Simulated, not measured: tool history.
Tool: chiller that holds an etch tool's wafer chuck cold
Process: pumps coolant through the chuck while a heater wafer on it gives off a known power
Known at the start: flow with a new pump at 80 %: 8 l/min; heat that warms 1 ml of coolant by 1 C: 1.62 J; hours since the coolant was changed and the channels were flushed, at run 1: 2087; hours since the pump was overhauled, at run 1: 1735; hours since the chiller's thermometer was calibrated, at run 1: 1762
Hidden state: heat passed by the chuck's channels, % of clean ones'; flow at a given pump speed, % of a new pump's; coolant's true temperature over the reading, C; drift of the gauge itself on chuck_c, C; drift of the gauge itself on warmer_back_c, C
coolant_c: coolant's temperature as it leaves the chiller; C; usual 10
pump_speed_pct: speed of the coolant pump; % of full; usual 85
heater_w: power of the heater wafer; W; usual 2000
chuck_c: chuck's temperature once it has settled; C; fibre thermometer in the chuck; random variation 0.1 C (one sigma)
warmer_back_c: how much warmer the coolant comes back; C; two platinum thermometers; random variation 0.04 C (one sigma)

run    hour  coolant_c  pump_speed_pct  heater_w  hours since the coolant was changed and the channels were flushed  hours since the pump was overhauled  hours since the chiller's thermometer was calibrated  chuck_c  warmer_back_c
  1       0         10              85      2000                                                               2087                                 1735                                                  1762     24.7           8.68
  2    56.1         10              85      2000                                                               2143                                 1791                                                  1818     24.9            8.7
  3    99.1         10              85      2000                                                               2186                                 1834                                                  1861     25.1           8.69
  4   166.8         10              85      1296                                                               2253                                 1901                                                  1929     19.8           5.65
  5   206.1         10              85      1296                                                               2293                                 1941                                                  1968     19.8           5.58
  6   280.5         10              85      1296                                                               2367                                 2015                                                  2042     19.6           5.63
  7   350.3         10              85      1296                                                               2437                                 2085                                                  2112     19.6           5.62
  8     408         10              85      2000                                                               2495                                 2143                                                  2170     24.9           8.66
  9   459.4         10              83      2000                                                               2546                                 2194                                                  2221     25.3           8.94
 10   498.7         10              85      2000                                                               2585                                 2233                                                  2261     24.8           8.68
 11   537.3         10              85      2000                                                               2624                                 2272                                                  2299     25.1           8.72
 12   575.5         10              85      2000                                                               2662                                 2310                                                  2337     24.9           8.66
 13   611.3         10              85      1793                                                               2698                                 2346                                                  2373     23.2           7.84
 14   647.2         10              62      1793                                                               2734                                 2382                                                  2409       28          10.79
 15   709.8         10              74      1793                                                               2796                                 2444                                                  2472     25.2           8.95
        786  -- chiller's thermometer calibrated
 16   789.5         10              81      2000                                                               2875                                 2523                                                     3     25.7           9.09
 17   852.8         10              85      2000                                                               2938                                 2586                                                    67     24.8           8.66
 18   924.6         10              85      2000                                                               3010                                 2658                                                   139       25           8.62
 19   960.4         10              85      2000                                                               3046                                 2694                                                   174     24.9           8.68
 20  1044.5          4              85      2334                                                               3130                                 2778                                                   258     21.3          10.14
 21  1103.4          4              85      2334                                                               3189                                 2837                                                   317     21.4          10.17
 22    1143          9              61      2772                                                               3229                                 2877                                                   357       37          17.09
 23  1207.9         15              65      2000                                                               3294                                 2941                                                   422     34.1          11.45
 24  1284.7         18              85      2211                                                               3370                                 3018                                                   499     34.6           9.59
 25  1320.4         18              85      1190                                                               3406                                 3054                                                   534     26.7            5.2
 26  1394.3         10              83      2000                                                               3480                                 3128                                                   608     25.1           8.87
 27  1472.4          6              96      2119                                                               3558                                 3206                                                   686     20.1           8.08
 28  1528.9          6              96      2119                                                               3615                                 3263                                                   743     20.2           8.05
 29  1598.8          6              96      2119                                                               3684                                 3332                                                   813     20.2           8.14
 30  1641.5         18              85      2000                                                               3727                                 3375                                                   855     32.9           8.68
 31  1703.4          7              92      2240                                                               3789                                 3437                                                   917     22.5           8.96
 32    1757         11              84      2668                                                               3843                                 3491                                                   971     31.1          11.83
 33  1819.6          1              93      2973                                                               3905                                 3553                                                  1034     21.4          11.75

Forecast each of these 3 alternatives for the next run:
  A  1901.4          5              99      2675                                                               3987                                 3635                                                  1115        ?              ?
  B  1901.4          1              73      1811                                                               3987                                 3635                                                  1115        ?              ?
  C  1901.4          1              84      2973                                                               3987                                 3635                                                  1115        ?              ?

run  chuck_c  warmer_back_c
  A     22.3           9.89
  B     16.5           9.31
  C     23.4          12.98
Without the tool's hidden state the same runs would have given:
run  chuck_c  warmer_back_c
  A     22.3           9.88
  B     16.4           9.31
  C     23.4          12.97

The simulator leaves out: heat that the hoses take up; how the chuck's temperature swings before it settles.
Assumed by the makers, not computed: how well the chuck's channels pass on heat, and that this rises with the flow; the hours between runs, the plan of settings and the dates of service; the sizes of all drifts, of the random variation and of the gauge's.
